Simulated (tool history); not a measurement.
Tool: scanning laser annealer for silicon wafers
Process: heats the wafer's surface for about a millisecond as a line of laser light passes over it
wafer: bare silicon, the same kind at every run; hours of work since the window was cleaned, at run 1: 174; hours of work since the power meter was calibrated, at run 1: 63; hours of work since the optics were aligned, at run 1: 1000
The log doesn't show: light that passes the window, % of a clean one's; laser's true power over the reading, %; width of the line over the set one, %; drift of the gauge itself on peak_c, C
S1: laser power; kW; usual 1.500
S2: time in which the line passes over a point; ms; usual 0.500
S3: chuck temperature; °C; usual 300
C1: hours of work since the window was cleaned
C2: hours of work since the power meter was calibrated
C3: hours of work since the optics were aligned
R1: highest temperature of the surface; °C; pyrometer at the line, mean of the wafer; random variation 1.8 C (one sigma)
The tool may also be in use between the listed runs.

run,hour,S1,S2,S3,C1,C2,C3,R1
1,0.0,1.500,0.500,300,174,63,1000,1000
2,7.0,1.500,0.500,300,179,67,1005,1001
3,16.6,1.500,0.500,300,185,74,1011,1004
4,25.4,1.500,0.500,300,191,79,1017,999
5,39.9,1.500,0.500,300,200,89,1027,1000
6,53.4,1.500,0.500,300,209,98,1035,999
7,63.0,1.500,0.500,300,215,104,1042,999
8,74.9,1.500,0.500,321,223,112,1049,1022
9,86.0,1.276,0.500,300,230,119,1057,870
10,98.5,1.500,0.562,300,238,127,1065,1047
11,109.3,1.500,0.562,300,245,134,1072,1044
12,115.3,1.500,0.500,301,249,138,1076,997
13,122.0,1.500,0.500,301,254,142,1080,997
14,131.2,1.560,0.421,300,260,148,1086,963
15,142.1,1.560,0.421,261,267,156,1093,924
16,153.4,1.379,0.523,316,274,163,1101,959
17,166.0,1.379,0.523,316,282,171,1109,961
18,179.7,1.424,0.385,335,291,180,1118,898
19,192.5,1.544,0.576,330,300,189,1126,1112
20,201.0,1.500,0.457,300,305,194,1132,961
21,207.1,1.481,0.386,337,309,198,1136,928
22,220.7,1.481,0.386,337,318,207,1145,929
23,228.3,1.632,0.386,273,323,212,1150,941
24,235.4,1.632,0.386,273,328,217,1154,942
25,247.8,1.632,0.386,273,336,225,1162,942
26,255.4,1.480,0.553,270,341,230,1167,992

4 ways to go on from here, each from the tool as it stands after run 26. What would each give?
A,263.8,1.397,0.386,330,346,235,1173,?
B,263.8,1.642,0.438,293,346,235,1173,?
C,263.8,1.500,0.492,283,346,235,1173,?
D,263.8,1.480,0.553,303,346,235,1173,?

run,R1
A,878
B,1018
C,972
D,1025
Without the tool's hidden state the same runs would have given:
run,R1
A,895
B,1041
C,994
D,1048
